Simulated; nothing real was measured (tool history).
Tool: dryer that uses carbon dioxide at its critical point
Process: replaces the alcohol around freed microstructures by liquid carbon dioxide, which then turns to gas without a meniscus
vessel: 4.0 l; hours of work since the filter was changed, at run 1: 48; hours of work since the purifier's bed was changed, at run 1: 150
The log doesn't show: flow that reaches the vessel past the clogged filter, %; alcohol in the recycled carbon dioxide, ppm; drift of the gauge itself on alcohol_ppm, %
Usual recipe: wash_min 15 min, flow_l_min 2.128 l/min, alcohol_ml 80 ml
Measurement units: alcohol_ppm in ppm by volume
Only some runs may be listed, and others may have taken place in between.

run,day,wash_min,flow_l_min,alcohol_ml,hours of work since the filter was changed,hours of work since the purifier's bed was changed,alcohol_ppm
1,0,15,2.128,80,48,150,91
2,1.688,15,2.128,80,66,168,91
3,3.35,15,2.128,80,83,186,97
4,5.367,15,2.128,80,104,207,109
5,6.879,15,2.128,80,120,223,114
6,8.371,15,2.128,80,136,238,115
# day 9.942: inlet filter changed
7,10.275,19,2.128,80,4,258,72
8,11.542,19,2.128,80,17,271,80
9,13.546,15,2.128,80,38,292,119
10,15.346,15,2.128,80,57,311,126
11,17.104,18,2.128,80,75,330,94
12,18.812,13,2.128,80,93,348,196
13,20.062,13,2.128,80,107,361,204
14,21.883,13,2.128,80,126,380,217
15,23.812,13,2.128,80,146,401,233
# day 24.492: inlet filter changed
16,25.192,13,2.128,80,7,415,180
17,26.75,13,2.128,80,24,431,186
18,28.812,15,2.128,50,45,453,128
19,30.833,15,2.128,80,67,474,162
20,32.496,15,2.128,80,84,491,177
21,34.283,15,2.128,80,103,510,176
22,35.179,15,3.43,51,113,520,127
23,36.154,12,3.13,69,123,530,154
24,37.704,11,1.74,80,139,546,729
# day 38.988: inlet filter changed
25,39.346,11,2.128,103,4,563,403
26,40.446,11,2.128,103,15,575,397
27,41.988,11,2.128,103,32,591,415
28,43.917,11,2.128,103,52,611,434
29,45.85,11,2.7,103,72,632,259
30,47.058,13,3.19,50,85,644,169
31,48.992,13,3.19,50,105,665,172
32,51.058,9,3.53,27,127,686,196
33,52.417,20,2.92,26,141,701,173
# day 53.533: inlet filter changed
34,53.696,10,2.41,70,2,714,321
35,55.717,15,2.05,43,23,735,208
36,57.479,15,1.33,80,42,754,564
37,59.25,15,1.33,80,60,772,586
38,61.038,13,3.23,51,79,791,193
39,62.554,22,2.128,76,95,807,182
40,64.45,14,2.1,100,115,827,305
41,66.471,14,1.65,47,136,848,371

Pick out some run-to-run changes in alcohol_ppm. Of each, how much would a tool without hidden state show as well, from the settings, what came in and chance, and how much is left for the hidden state and any gauge scatter not in both results compared?
Run 23 -> 24: wash_min 12 -> 11, flow_l_min 3.13 -> 1.74, alcohol_ml 69 -> 80. alcohol_ppm +575 ppm by volume: hidden state +147, all else +428.
Run 24 -> 25: flow_l_min 1.74 -> 2.128, alcohol_ml 80 -> 103, inlet filter changed. alcohol_ppm -326 ppm by volume: hidden state -142, all else -184.
Run 35 -> 36: flow_l_min 2.05 -> 1.33, alcohol_ml 43 -> 80. alcohol_ppm +356 ppm by volume: hidden state +43, all else +313.
Run 37 -> 38: wash_min 15 -> 13, flow_l_min 1.33 -> 3.23, alcohol_ml 80 -> 51. alcohol_ppm -393 ppm by volume: hidden state -49, all else -344.
Run 39 -> 40: wash_min 22 -> 14, flow_l_min 2.128 -> 2.1, alcohol_ml 76 -> 100. alcohol_ppm +123 ppm by volume: hidden state +50, all else +73.
